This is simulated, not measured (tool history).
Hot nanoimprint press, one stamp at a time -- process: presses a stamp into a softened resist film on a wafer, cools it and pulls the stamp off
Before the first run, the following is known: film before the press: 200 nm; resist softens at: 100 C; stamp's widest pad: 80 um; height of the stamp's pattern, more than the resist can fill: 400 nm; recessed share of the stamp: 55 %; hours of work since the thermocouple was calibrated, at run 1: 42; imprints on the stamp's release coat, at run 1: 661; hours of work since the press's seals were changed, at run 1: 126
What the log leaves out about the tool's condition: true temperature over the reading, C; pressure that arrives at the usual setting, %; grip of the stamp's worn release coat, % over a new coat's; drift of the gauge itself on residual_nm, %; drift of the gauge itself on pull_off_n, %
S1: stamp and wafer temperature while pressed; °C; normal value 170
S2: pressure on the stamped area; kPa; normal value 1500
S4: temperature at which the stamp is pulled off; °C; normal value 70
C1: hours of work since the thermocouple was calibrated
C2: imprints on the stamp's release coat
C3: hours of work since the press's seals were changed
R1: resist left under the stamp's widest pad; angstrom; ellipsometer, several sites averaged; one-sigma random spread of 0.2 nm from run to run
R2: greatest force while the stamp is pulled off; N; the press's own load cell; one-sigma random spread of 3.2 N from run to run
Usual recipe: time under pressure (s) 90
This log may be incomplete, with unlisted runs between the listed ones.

run 1 day=0 | S1=170 S2=1500 time_under_pressure_(s)=90 S4=70 | C1=42 C2=661 C3=126 | R1=973 R2=157
run 2 day=0.229 | S1=170 S2=1500 time_under_pressure_(s)=90 S4=70 | C1=46 C2=674 C3=130 | R1=973 R2=156
run 3 day=0.55 | S1=170 S2=1500 time_under_pressure_(s)=90 S4=70 | C1=51 C2=692 C3=135 | R1=975 R2=157
run 4 day=0.783 | S1=167 S2=1500 time_under_pressure_(s)=90 S4=70 | C1=55 C2=705 C3=139 | R1=1056 R2=158
run 5 day=1.058 | S1=167 S2=1500 time_under_pressure_(s)=90 S4=70 | C1=59 C2=721 C3=143 | R1=1063 R2=156
run 6 day=1.308 | S1=167 S2=1500 time_under_pressure_(s)=90 S4=70 | C1=63 C2=735 C3=147 | R1=1054 R2=161
run 7 day=1.767 | S1=170 S2=1500 time_under_pressure_(s)=169 S4=70 | C1=71 C2=760 C3=155 | R1=768 R2=154
run 8 day=2.067 | S1=170 S2=1500 time_under_pressure_(s)=148 S4=70 | C1=76 C2=777 C3=160 | R1=806 R2=154
run 9 day=2.312 | S1=170 S2=1500 time_under_pressure_(s)=148 S4=70 | C1=80 C2=791 C3=164 | R1=809 R2=157
run 10 day=2.683 | S1=170 S2=1500 time_under_pressure_(s)=90 S4=70 | C1=86 C2=812 C3=170 | R1=969 R2=154
run 11 day=2.9 | S1=170 S2=1630 time_under_pressure_(s)=90 S4=70 | C1=89 C2=824 C3=173 | R1=930 R2=158
run 12 day=3.158 | S1=170 S2=1630 time_under_pressure_(s)=90 S4=70 | C1=94 C2=838 C3=178 | R1=933 R2=156
run 13 day=3.346 | S1=170 S2=1500 time_under_pressure_(s)=70 S4=70 | C1=97 C2=849 C3=181 | R1=1055 R2=156
run 14 day=3.704 | S1=170 S2=1500 time_under_pressure_(s)=90 S4=70 | C1=103 C2=869 C3=186 | R1=968 R2=158
run 15 day=4.154 | S1=170 S2=1500 time_under_pressure_(s)=54 S4=70 | C1=110 C2=894 C3=194 | R1=1145 R2=154
run 16 day=4.492 | S1=164 S2=1500 time_under_pressure_(s)=90 S4=70 | C1=115 C2=913 C3=199 | R1=1139 R2=155
run 17 day=4.721 | S1=164 S2=1500 time_under_pressure_(s)=90 S4=70 | C1=119 C2=926 C3=203 | R1=1139 R2=153
run 18 day=5.138 | S1=181 S2=1100 time_under_pressure_(s)=90 S4=67 | C1=126 C2=949 C3=210 | R1=835 R2=166
run 19 day=5.508 | S1=181 S2=1100 time_under_pressure_(s)=94 S4=67 | C1=132 C2=970 C3=216 | R1=824 R2=169
run 20 day=5.904 | S1=166 S2=1100 time_under_pressure_(s)=79 S4=66 | C1=139 C2=992 C3=222 | R1=1266 R2=168
run 21 day=6.096 | S1=166 S2=1100 time_under_pressure_(s)=79 S4=68 | C1=142 C2=1003 C3=226 | R1=1268 R2=162
run 22 day=6.329 | S1=166 S2=1100 time_under_pressure_(s)=79 S4=68 | C1=146 C2=1016 C3=229 | R1=1262 R2=164

Run 23 is up next; what results do you expect?
run 23 day=6.517 | S1=176 S2=1100 time_under_pressure_(s)=55 S4=57 | C1=149 C2=1027 C3=232 | R1=? R2=?

{"run 23": {"R1": 1116, "R2": 202}}
The same run, on a tool lacking any hidden state, would have yielded R1 1134 angstrom, R2 200 N.
